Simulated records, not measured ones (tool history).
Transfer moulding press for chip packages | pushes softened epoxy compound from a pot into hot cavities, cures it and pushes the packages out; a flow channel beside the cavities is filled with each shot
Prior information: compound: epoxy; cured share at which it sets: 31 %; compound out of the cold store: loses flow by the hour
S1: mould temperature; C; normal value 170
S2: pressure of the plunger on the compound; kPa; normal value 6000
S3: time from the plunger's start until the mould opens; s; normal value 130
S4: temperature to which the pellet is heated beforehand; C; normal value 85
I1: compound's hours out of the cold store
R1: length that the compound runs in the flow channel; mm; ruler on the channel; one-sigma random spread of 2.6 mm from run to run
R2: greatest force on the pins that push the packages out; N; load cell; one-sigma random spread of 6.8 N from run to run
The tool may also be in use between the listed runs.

{"run": 1, "hour": 0.0, "S1": 170, "S2": 6000, "S3": 130, "S4": 85, "I1": 17.1, "R1": 560, "R2": 283}
{"run": 2, "hour": 6.5, "S1": 170, "S2": 5070, "S3": 130, "S4": 85, "I1": 16.5, "R1": 516, "R2": 294}
{"run": 3, "hour": 12.7, "S1": 170, "S2": 5070, "S3": 130, "S4": 85, "I1": 33.7, "R1": 481, "R2": 276}
{"run": 4, "hour": 20.0, "S1": 170, "S2": 6000, "S3": 151, "S4": 85, "I1": 27.1, "R1": 539, "R2": 252}
{"run": 5, "hour": 26.0, "S1": 170, "S2": 6000, "S3": 151, "S4": 85, "I1": 12.7, "R1": 571, "R2": 264}
{"run": 6, "hour": 30.6, "S1": 170, "S2": 6000, "S3": 151, "S4": 85, "I1": 23.2, "R1": 543, "R2": 257}
{"run": 7, "hour": 36.9, "S1": 170, "S2": 6000, "S3": 151, "S4": 85, "I1": 15.5, "R1": 564, "R2": 261}
{"run": 8, "hour": 40.7, "S1": 170, "S2": 6000, "S3": 130, "S4": 87, "I1": 8.1, "R1": 580, "R2": 275}
{"run": 9, "hour": 44.9, "S1": 170, "S2": 6000, "S3": 130, "S4": 85, "I1": 18.9, "R1": 557, "R2": 276}
{"run": 10, "hour": 53.6, "S1": 170, "S2": 6000, "S3": 130, "S4": 85, "I1": 36.9, "R1": 519, "R2": 274}
{"hour": 56.7, "done": "cavities cleaned with cleaning compound and waxed"}
{"run": 11, "hour": 60.3, "S1": 170, "S2": 6000, "S3": 130, "S4": 85, "I1": 14.5, "R1": 564, "R2": 275}
{"run": 12, "hour": 66.9, "S1": 170, "S2": 6000, "S3": 130, "S4": 85, "I1": 15, "R1": 562, "R2": 274}
{"run": 13, "hour": 74.5, "S1": 170, "S2": 6000, "S3": 117, "S4": 85, "I1": 22.4, "R1": 550, "R2": 304}
{"run": 14, "hour": 79.1, "S1": 170, "S2": 6000, "S3": 117, "S4": 85, "I1": 40.1, "R1": 514, "R2": 307}
{"run": 15, "hour": 88.2, "S1": 175, "S2": 5790, "S3": 159, "S4": 92, "I1": 35, "R1": 507, "R2": 235}
{"run": 16, "hour": 97.4, "S1": 170, "S2": 6000, "S3": 130, "S4": 83, "I1": 8.9, "R1": 576, "R2": 276}
{"run": 17, "hour": 103.4, "S1": 168, "S2": 6000, "S3": 130, "S4": 85, "I1": 8.9, "R1": 578, "R2": 292}
{"run": 18, "hour": 108.6, "S1": 177, "S2": 7440, "S3": 114, "S4": 85, "I1": 33.7, "R1": 574, "R2": 260}
{"run": 19, "hour": 112.6, "S1": 163, "S2": 7110, "S3": 114, "S4": 85, "I1": 9, "R1": 644, "R2": 525}
{"run": 20, "hour": 119.8, "S1": 176, "S2": 5550, "S3": 154, "S4": 85, "I1": 20.8, "R1": 522, "R2": 243}
{"run": 21, "hour": 128.7, "S1": 163, "S2": 6180, "S3": 137, "S4": 95, "I1": 46, "R1": 519, "R2": 330}
{"run": 22, "hour": 135.8, "S1": 163, "S2": 4880, "S3": 123, "S4": 91, "I1": 14.7, "R1": 519, "R2": 452}
{"run": 23, "hour": 144.3, "S1": 170, "S2": 6810, "S3": 153, "S4": 85, "I1": 29.4, "R1": 568, "R2": 255}
{"run": 24, "hour": 149.6, "S1": 166, "S2": 4790, "S3": 145, "S4": 75, "I1": 12, "R1": 519, "R2": 292}
{"run": 25, "hour": 154.6, "S1": 166, "S2": 4790, "S3": 145, "S4": 75, "I1": 20.3, "R1": 500, "R2": 289}
{"run": 26, "hour": 158.5, "S1": 166, "S2": 4790, "S3": 145, "S4": 75, "I1": 35.3, "R1": 468, "R2": 285}
{"run": 27, "hour": 166.2, "S1": 170, "S2": 4570, "S3": 130, "S4": 85, "I1": 8.8, "R1": 503, "R2": 294}
{"hour": 171.7, "done": "cavities cleaned with cleaning compound and waxed"}
{"run": 28, "hour": 174.1, "S1": 168, "S2": 4570, "S3": 130, "S4": 92, "I1": 37.5, "R1": 453, "R2": 274}

Below are 3 alternative next runs, each starting from the tool's condition after run 28. Predict each:
{"run": "A", "hour": 183.0, "S1": 173, "S2": 6000, "S3": 130, "S4": 82, "I1": 24.4, "R1": "?", "R2": "?"}
{"run": "B", "hour": 183.0, "S1": 168, "S2": 5340, "S3": 114, "S4": 92, "I1": 31.1, "R1": "?", "R2": "?"}
{"run": "C", "hour": 183.0, "S1": 168, "S2": 5580, "S3": 130, "S4": 92, "I1": 42.1, "R1": "?", "R2": "?"}

run=A R1=535 R2=256
run=B R1=505 R2=355
run=C R1=492 R2=281
Take away the tool's hidden state, keep each run's random variation, and the runs would have read:
run=A R1=536 R2=255
run=B R1=506 R2=354
run=C R1=493 R2=280
